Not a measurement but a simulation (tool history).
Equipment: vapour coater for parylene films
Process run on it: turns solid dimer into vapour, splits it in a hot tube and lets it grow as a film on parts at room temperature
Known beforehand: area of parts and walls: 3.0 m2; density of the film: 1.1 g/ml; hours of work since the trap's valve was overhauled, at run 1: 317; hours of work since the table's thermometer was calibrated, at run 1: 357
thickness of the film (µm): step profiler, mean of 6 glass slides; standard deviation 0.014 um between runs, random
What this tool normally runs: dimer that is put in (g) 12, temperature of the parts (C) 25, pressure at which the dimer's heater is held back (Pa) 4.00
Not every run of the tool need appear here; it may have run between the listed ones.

run,hour,dimer that is put in (g),temperature of the parts (C),pressure at which the dimer's heater is held back (Pa),hours of work since the trap's valve was overhauled,hours of work since the table's thermometer was calibrated,thickness of the film (µm)
1,0.0,12,25,4.00,317,357,2.77
# hour 18.8: trap's valve overhauled
2,30.0,12,25,4.00,9,379,2.77
3,57.8,8,25,4.00,33,403,1.85
4,74.4,8,25,4.00,47,417,1.85
5,88.4,8,25,4.00,59,429,1.85
6,115.6,8,25,4.00,82,452,1.83
7,134.0,12,19,4.00,98,467,3.41
8,163.8,12,25,4.00,123,493,2.78
9,184.4,12,35,4.00,140,510,1.98
10,212.3,12,35,4.00,164,534,1.96
11,227.8,12,35,4.00,177,547,1.97
12,245.6,12,35,4.00,192,562,1.97
13,262.4,12,35,4.00,206,576,1.97
14,277.8,12,35,4.00,220,589,1.96
15,301.2,12,25,4.00,239,609,2.75
16,327.8,12,25,10.54,262,631,2.31
17,352.5,12,25,10.54,283,652,2.33
18,382.3,12,25,4.00,308,678,2.73
# hour 412.1: trap's valve overhauled
19,416.8,12,28,4.00,4,703,2.44
20,441.3,12,25,4.00,25,724,2.71
21,470.5,8,25,4.00,49,749,1.82
22,493.4,12,32,2.94,69,768,2.27
23,511.9,12,20,3.86,85,784,3.24
24,532.7,12,20,3.86,102,802,3.24
25,557.8,6,21,4.82,123,823,1.50
# hour 560.2: gauge calibrated
26,581.6,8,36,3.65,144,843,1.31
27,611.8,7,24,9.10,169,869,1.47
28,629.3,13,19,4.00,184,884,3.67
29,651.8,7,27,6.27,203,903,1.40
30,682.0,9,25,3.64,229,928,2.11
31,701.8,6,30,2.32,245,945,1.27
32,722.2,12,31,2.32,263,962,2.47
33,749.2,8,31,2.32,286,985,1.62
# hour 758.6: table's thermometer calibrated
34,764.7,10,25,4.95,298,5,2.22
35,777.9,10,35,4.00,309,16,1.64
36,790.9,10,35,2.89,320,27,1.70
# hour 807.9: trap's valve overhauled
37,815.8,9,35,7.87,7,45,1.31
# hour 825.2: gauge calibrated
38,834.1,6,25,10.16,22,61,1.20
39,857.4,12,25,2.16,42,80,3.09
40,875.6,12,25,2.16,57,96,3.06
41,903.5,12,25,2.11,81,119,3.06

What if the next run were any one of these 3? Each begins from the tool's condition after run 41:
A,922.3,12,28,7.01,97,135,?
B,922.3,12,29,3.62,97,135,?
C,922.3,12,31,4.00,97,135,?

run,thickness of the film (µm)
A,2.28
B,2.49
C,2.29
Had the tool no hidden state, the same runs would have come out as:
run,thickness of the film (µm)
A,2.30
B,2.50
C,2.30
